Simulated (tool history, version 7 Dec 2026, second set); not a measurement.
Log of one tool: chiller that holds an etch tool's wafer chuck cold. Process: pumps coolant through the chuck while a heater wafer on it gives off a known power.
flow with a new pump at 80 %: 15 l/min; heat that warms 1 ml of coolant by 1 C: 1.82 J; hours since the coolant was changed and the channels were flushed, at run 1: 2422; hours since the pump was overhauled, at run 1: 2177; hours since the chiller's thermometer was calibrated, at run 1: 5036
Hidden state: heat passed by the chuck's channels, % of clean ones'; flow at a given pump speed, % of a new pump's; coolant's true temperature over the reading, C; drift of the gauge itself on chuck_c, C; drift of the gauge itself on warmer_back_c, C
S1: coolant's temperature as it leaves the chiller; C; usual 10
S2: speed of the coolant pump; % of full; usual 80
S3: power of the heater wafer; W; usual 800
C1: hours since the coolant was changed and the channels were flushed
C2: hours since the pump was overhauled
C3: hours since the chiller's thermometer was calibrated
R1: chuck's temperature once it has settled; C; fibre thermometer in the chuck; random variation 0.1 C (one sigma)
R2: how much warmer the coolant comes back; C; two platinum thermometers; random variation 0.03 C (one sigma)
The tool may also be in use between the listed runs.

run	hour	S1	S2	S3	C1	C2	C3	R1	R2
1	0.0	10	80	800	2422	2177	5036	16.4	1.87
2	45.6	10	80	800	2468	2223	5082	16.4	1.88
3	86.1	10	80	800	2508	2263	5122	16.4	1.85
4	126.2	10	80	800	2548	2304	5162	16.4	1.82
5	169.5	10	80	800	2592	2347	5206	16.6	1.87
6	230.1	10	80	800	2652	2407	5266	16.6	1.90
7	282.1	10	80	800	2704	2459	5318	16.7	1.82
8	346.1	10	80	800	2768	2523	5382	16.6	1.87
# hour 350.4: chiller's thermometer calibrated
9	380.0	10	80	800	2801	2556	30	16.4	1.84
10	410.4	10	80	800	2832	2587	60	16.3	1.81
11	464.9	3	91	651	2886	2641	114	7.4	1.34
12	515.4	3	91	757	2937	2692	165	8.3	1.50
13	551.1	11	61	609	2972	2727	201	17.1	1.87
# hour 571.8: chiller's thermometer calibrated, once more
14	610.3	5	61	504	3031	2786	39	11.1	1.64

5 ways to go on from here, each from the tool as it stands after run 14. What would each give?
A	677.4	10	80	448	3098	2853	106	?	?
B	677.4	10	62	800	3098	2853	106	?	?
C	677.4	5	68	504	3098	2853	106	?	?
D	677.4	10	80	636	3098	2853	106	?	?
E	677.4	13	74	640	3098	2853	106	?	?

run	R1	R2
A	14.4	1.05
B	19.6	2.54
C	10.3	1.40
D	15.8	1.51
E	19.8	1.60
Without the tool's hidden state the same runs would have given:
run	R1	R2
A	13.8	0.99
B	18.2	2.39
C	9.5	1.31
D	14.9	1.42
E	18.8	1.50
